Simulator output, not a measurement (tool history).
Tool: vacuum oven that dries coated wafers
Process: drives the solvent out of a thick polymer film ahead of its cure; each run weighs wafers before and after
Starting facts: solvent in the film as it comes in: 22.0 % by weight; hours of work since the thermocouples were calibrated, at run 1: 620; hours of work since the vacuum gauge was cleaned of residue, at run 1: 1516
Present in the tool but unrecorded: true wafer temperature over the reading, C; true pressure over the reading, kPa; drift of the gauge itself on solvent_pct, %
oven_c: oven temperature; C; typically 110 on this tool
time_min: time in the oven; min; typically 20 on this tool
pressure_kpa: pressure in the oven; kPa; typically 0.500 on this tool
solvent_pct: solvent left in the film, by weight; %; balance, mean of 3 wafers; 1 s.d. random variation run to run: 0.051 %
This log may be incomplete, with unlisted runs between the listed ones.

run	hour	oven_c	time_min	pressure_kpa	hours of work since the thermocouples were calibrated	hours of work since the vacuum gauge was cleaned of residue	solvent_pct
1	0.0	110	20	0.500	620	1516	1.33
2	39.5	110	20	0.500	645	1541	1.29
3	108.1	110	20	0.500	689	1584	1.33
4	151.2	110	30	0.500	716	1612	0.58
5	201.9	110	20	0.500	749	1644	1.31
# hour 207.9: vacuum gauge cleaned of residue and calibrated
6	269.2	125	16	0.500	791	39	0.41
7	313.7	125	25	0.273	819	67	0.28
8	354.2	112	25	0.797	845	93	0.98
9	401.3	112	25	0.797	875	123	0.97
10	433.2	112	25	0.797	895	143	1.05

Forecast each of these 3 alternatives for the next run:
A	489.1	101	20	0.406	930	179	?
B	489.1	112	11	0.932	930	179	?
C	489.1	105	33	1.028	930	179	?

run	solvent_pct
A	4.18
B	3.46
C	1.57
With the hidden condition removed and each run's random variation left untouched, the same runs would have given:
run	solvent_pct
A	3.15
B	2.63
C	0.92
